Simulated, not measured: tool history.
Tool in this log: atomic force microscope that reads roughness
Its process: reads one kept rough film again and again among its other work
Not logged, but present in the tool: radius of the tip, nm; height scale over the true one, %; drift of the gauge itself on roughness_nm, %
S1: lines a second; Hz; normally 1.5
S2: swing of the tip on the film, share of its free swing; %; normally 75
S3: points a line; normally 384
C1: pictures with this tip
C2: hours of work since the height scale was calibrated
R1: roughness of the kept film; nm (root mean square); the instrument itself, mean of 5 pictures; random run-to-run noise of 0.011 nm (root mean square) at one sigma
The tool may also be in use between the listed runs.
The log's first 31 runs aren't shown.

{"run": 32, "hour": 257.7, "S1": 0.83, "S2": 72, "S3": 384, "C1": 43, "C2": 419, "R1": 2.472}
{"run": 33, "hour": 265.4, "S1": 1.62, "S2": 77, "S3": 613, "C1": 59, "C2": 424, "R1": 2.338}
{"run": 34, "hour": 271.7, "S1": 1.5, "S2": 76, "S3": 384, "C1": 71, "C2": 428, "R1": 2.358}
{"run": 35, "hour": 279.1, "S1": 1.1, "S2": 55, "S3": 698, "C1": 86, "C2": 433, "R1": 2.471}
{"run": 36, "hour": 290.3, "S1": 2.95, "S2": 74, "S3": 506, "C1": 108, "C2": 440, "R1": 2.227}
{"hour": 295.5, "done": "new tip fitted"}
{"run": 37, "hour": 299.7, "S1": 1.27, "S2": 71, "S3": 334, "C1": 8, "C2": 446, "R1": 2.461}
{"run": 38, "hour": 308.0, "S1": 1.91, "S2": 71, "S3": 334, "C1": 25, "C2": 451, "R1": 2.401}
{"run": 39, "hour": 314.1, "S1": 1.91, "S2": 71, "S3": 334, "C1": 37, "C2": 455, "R1": 2.393}
{"run": 40, "hour": 324.7, "S1": 1.5, "S2": 56, "S3": 459, "C1": 58, "C2": 462, "R1": 2.495}
{"run": 41, "hour": 330.1, "S1": 1.5, "S2": 56, "S3": 459, "C1": 69, "C2": 466, "R1": 2.478}
{"run": 42, "hour": 335.6, "S1": 1.5, "S2": 56, "S3": 459, "C1": 80, "C2": 469, "R1": 2.447}
{"run": 43, "hour": 342.7, "S1": 1.5, "S2": 56, "S3": 459, "C1": 94, "C2": 474, "R1": 2.439}
{"run": 44, "hour": 347.7, "S1": 0.55, "S2": 75, "S3": 384, "C1": 104, "C2": 477, "R1": 2.438}

What if the next run were any one of these 4? Each begins from the tool's condition after run 44:
{"hour": 355.4, "done": "new tip fitted"}
{"run": "A", "hour": 356.0, "S1": 1.5, "S2": 57, "S3": 845, "C1": 2, "C2": 482, "R1": "?"}
{"hour": 355.4, "done": "new tip fitted"}
{"run": "B", "hour": 356.0, "S1": 1.77, "S2": 81, "S3": 928, "C1": 2, "C2": 482, "R1": "?"}
{"hour": 355.4, "done": "new tip fitted"}
{"run": "C", "hour": 356.0, "S1": 3.08, "S2": 75, "S3": 384, "C1": 2, "C2": 482, "R1": "?"}
{"hour": 355.4, "done": "new tip fitted"}
{"run": "D", "hour": 356.0, "S1": 0.55, "S2": 75, "S3": 281, "C1": 2, "C2": 482, "R1": "?"}

run=A R1=2.537
run=B R1=2.342
run=C R1=2.274
run=D R1=2.514
Without the tool's hidden state the same runs would have given:
run=A R1=2.554
run=B R1=2.358
run=C R1=2.289
run=D R1=2.531
